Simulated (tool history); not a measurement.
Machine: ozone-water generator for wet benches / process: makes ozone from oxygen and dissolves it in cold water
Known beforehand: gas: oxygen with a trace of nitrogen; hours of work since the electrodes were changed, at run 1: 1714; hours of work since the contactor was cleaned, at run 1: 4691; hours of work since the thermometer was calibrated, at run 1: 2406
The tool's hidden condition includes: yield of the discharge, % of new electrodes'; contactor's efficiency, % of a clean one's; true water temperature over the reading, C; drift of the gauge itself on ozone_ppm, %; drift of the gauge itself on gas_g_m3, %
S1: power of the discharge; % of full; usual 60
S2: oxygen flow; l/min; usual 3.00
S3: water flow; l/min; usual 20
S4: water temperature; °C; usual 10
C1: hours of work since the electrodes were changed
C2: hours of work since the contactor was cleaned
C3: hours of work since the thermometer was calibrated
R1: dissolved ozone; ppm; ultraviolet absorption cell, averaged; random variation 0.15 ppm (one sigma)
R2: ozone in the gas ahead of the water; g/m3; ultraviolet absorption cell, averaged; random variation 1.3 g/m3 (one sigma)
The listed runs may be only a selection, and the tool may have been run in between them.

Run 1, day 0.000: usual settings; C1 1714; C2 4691; C3 2406. Result: R1 17.8 ppm, R2 244.4 g/m3.
Run 2, day 1.288: usual settings; C1 1738; C2 4715; C3 2430. Result: R1 18.0 ppm, R2 241.8 g/m3.
Run 3, day 4.217: usual settings but S1 64 % of full; C1 1793; C2 4770; C3 2485. Result: R1 18.3 ppm, R2 252.2 g/m3.
Run 4, day 6.346: usual settings but S1 69 % of full; C1 1833; C2 4810; C3 2525. Result: R1 19.2 ppm, R2 261.7 g/m3.
Run 5, day 8.633: usual settings but S1 69 % of full; C1 1876; C2 4853; C3 2568. Result: R1 18.9 ppm, R2 258.7 g/m3.
Run 6, day 11.283: usual settings but S3 16 l/min; C1 1926; C2 4903; C3 2618. Result: R1 21.7 ppm, R2 244.9 g/m3.
Run 7, day 12.746: usual settings but S3 19 l/min; C1 1954; C2 4930; C3 2646. Result: R1 18.6 ppm, R2 241.8 g/m3.
Run 8, day 15.342: usual settings but S4 7 °C; C1 2003; C2 4979; C3 2694. Result: R1 18.0 ppm, R2 241.3 g/m3.
Run 9, day 17.542: usual settings but S1 54 % of full; C1 2044; C2 5021; C3 2736. Result: R1 16.7 ppm, R2 226.8 g/m3.
Run 10, day 20.208: usual settings but S1 54 % of full; C1 2094; C2 5071; C3 2786. Result: R1 16.4 ppm, R2 227.1 g/m3.
Run 11, day 22.812: usual settings but S2 1.88 l/min; C1 2143; C2 5120; C3 2835. Result: R1 14.7 ppm, R2 291.8 g/m3.
Run 12, day 25.071: usual settings but S2 4.45 l/min; C1 2185; C2 5162; C3 2877. Result: R1 19.3 ppm, R2 205.5 g/m3.
Run 13, day 26.646: usual settings but S2 4.45 l/min; C1 2215; C2 5192; C3 2907. Result: R1 19.4 ppm, R2 203.3 g/m3.
Run 14, day 28.954: usual settings but S1 63 % of full, S2 4.45 l/min; C1 2258; C2 5235; C3 2950. Result: R1 19.9 ppm, R2 210.5 g/m3.
At day 29.175: water thermometer calibrated.
Run 15, day 30.571: usual settings but S1 63 % of full, S2 4.45 l/min; C1 2288; C2 5265; C3 26. Result: R1 20.0 ppm, R2 209.6 g/m3.
Run 16, day 31.912: usual settings but S1 63 % of full, S2 4.45 l/min; C1 2314; C2 5290; C3 51. Result: R1 19.7 ppm, R2 209.9 g/m3.
Run 17, day 34.058: usual settings but S1 63 % of full, S2 4.45 l/min; C1 2354; C2 5331; C3 92. Result: R1 19.7 ppm, R2 208.9 g/m3.
Run 18, day 35.796: usual settings but S1 63 % of full, S2 4.45 l/min; C1 2387; C2 5363; C3 124. Result: R1 19.8 ppm, R2 209.4 g/m3.
Run 19, day 37.775: usual settings but S1 63 % of full, S2 4.45 l/min; C1 2424; C2 5400; C3 162. Result: R1 19.6 ppm, R2 210.1 g/m3.
At day 40.642: water thermometer calibrated, once more.
Run 20, day 40.821: usual settings but S1 89 % of full; C1 2481; C2 5457; C3 3. Result: R1 21.4 ppm, R2 294.1 g/m3.
Run 21, day 43.417: usual settings but S1 89 % of full; C1 2529; C2 5506; C3 52. Result: R1 21.3 ppm, R2 295.8 g/m3.
Run 22, day 46.238: usual settings but S1 59 % of full, S4 8 °C; C1 2582; C2 5559; C3 105. Result: R1 17.4 ppm, R2 237.1 g/m3.
Run 23, day 49.092: usual settings but S1 59 % of full, S4 8 °C; C1 2636; C2 5613; C3 159. Result: R1 17.2 ppm, R2 236.5 g/m3.
Run 24, day 51.167: usual settings but S3 27 l/min, S4 8 °C; C1 2675; C2 5652; C3 198. Result: R1 12.8 ppm, R2 238.6 g/m3.
Run 25, day 52.692: usual settings but S4 11 °C; C1 2704; C2 5680; C3 227. Result: R1 16.9 ppm, R2 239.9 g/m3.
Run 26, day 54.071: usual settings but S1 58 % of full, S2 2.56 l/min, S3 17 l/min; C1 2730; C2 5706; C3 252. Result: R1 19.0 ppm, R2 251.4 g/m3.
Run 27, day 56.271: usual settings but S1 58 % of full, S2 2.56 l/min, S3 14 l/min, S4 8 °C; C1 2771; C2 5748; C3 294. Result: R1 22.4 ppm, R2 249.3 g/m3.
Run 28, day 57.488: usual settings but S1 58 % of full, S2 2.56 l/min, S3 14 l/min, S4 8 °C; C1 2794; C2 5770; C3 317. Result: R1 23.1 ppm, R2 249.1 g/m3.
Run 29, day 59.404: usual settings but S1 44 % of full, S3 23 l/min; C1 2830; C2 5807; C3 353. Result: R1 12.8 ppm, R2 201.5 g/m3.
Run 30, day 61.146: usual settings but S2 2.69 l/min, S3 13 l/min; C1 2863; C2 5839; C3 385. Result: R1 24.6 ppm, R2 250.0 g/m3.
Run 31, day 62.462: usual settings but S3 23 l/min, S4 6 °C; C1 2887; C2 5864; C3 410. Result: R1 15.5 ppm, R2 237.5 g/m3.
Run 32, day 64.854: usual settings but S3 15 l/min; C1 2932; C2 5909; C3 455. Result: R1 22.5 ppm, R2 239.8 g/m3.

Describe how what the log doesn't record of the tool's condition differs between the last listed run preceding each entry between runs and the first listed run following it.
Run 14 -> run 15: water thermometer calibrated (day 29.175)
  true water temperature over the reading, C: 0.16 -> 0.26
  measured less the result without the state, R1: -1.8 -> -1.8 ppm; R2: -8.2 -> -8.4 g/m3
Run 19 -> run 20: water thermometer calibrated, once more (day 40.642)
  yield of the discharge, % of new electrodes': 95.7 -> 95.6; contactor's efficiency, % of a clean one's: 91.5 -> 91.4; true water temperature over the reading, C: 0.27 -> -0.06
  measured less the result without the state, R1: -1.9 -> -2.2 ppm; R2: -8.8 -> -15.3 g/m3
